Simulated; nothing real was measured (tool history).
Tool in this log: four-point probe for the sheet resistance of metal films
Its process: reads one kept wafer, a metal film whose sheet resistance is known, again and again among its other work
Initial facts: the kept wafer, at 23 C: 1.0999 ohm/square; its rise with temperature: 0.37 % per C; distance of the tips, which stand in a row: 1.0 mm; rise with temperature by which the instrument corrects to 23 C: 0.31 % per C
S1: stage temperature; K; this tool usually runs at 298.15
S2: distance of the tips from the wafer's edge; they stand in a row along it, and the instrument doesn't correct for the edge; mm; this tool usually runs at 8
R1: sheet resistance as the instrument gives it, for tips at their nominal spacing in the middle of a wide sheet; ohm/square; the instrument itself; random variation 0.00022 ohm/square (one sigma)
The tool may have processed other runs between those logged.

run,hour,S1,S2,R1
1,0.0,298.15,8,1.110110
2,32.5,298.15,8,1.110070
3,63.3,298.15,8,1.110829
4,95.7,298.15,8,1.110334
5,121.8,298.15,74,1.101332
6,149.1,299.15,74,1.101457
7,171.6,299.15,74,1.101568
8,190.7,298.15,7,1.113295
9,209.0,298.15,8,1.110240
10,242.0,298.15,8,1.110548
11,257.3,298.15,8,1.110892
12,276.1,298.15,8,1.110174
13,297.4,298.15,8,1.110883
14,322.0,298.15,8,1.110617
15,345.7,298.15,8,1.110329
16,371.3,298.15,3,1.163457
17,400.2,298.15,3,1.163499
18,429.9,304.15,10,1.111007
19,461.8,307.15,10,1.112732
20,491.6,295.15,28,1.100386
21,506.4,295.15,28,1.099974
22,533.5,295.15,28,1.100485
23,562.4,305.15,71,1.105702
24,595.3,302.15,63,1.103150
25,611.3,303.15,18,1.106206
26,643.5,299.15,32,1.102396
27,677.9,295.15,56,1.099758
28,711.1,295.15,56,1.099548
29,731.3,295.15,56,1.099247
30,752.4,295.15,56,1.099797

Each row is a separate what-if for the run after 30, all from the same tool condition, not one after another. Results?
A,787.3,296.15,4,?
B,787.3,297.15,14,?
C,787.3,300.15,56,?

run,R1
A,1.135944
B,1.103714
C,1.102710
Without the tool's hidden state the same runs would have given:
run,R1
A,1.135839
B,1.103611
C,1.102607

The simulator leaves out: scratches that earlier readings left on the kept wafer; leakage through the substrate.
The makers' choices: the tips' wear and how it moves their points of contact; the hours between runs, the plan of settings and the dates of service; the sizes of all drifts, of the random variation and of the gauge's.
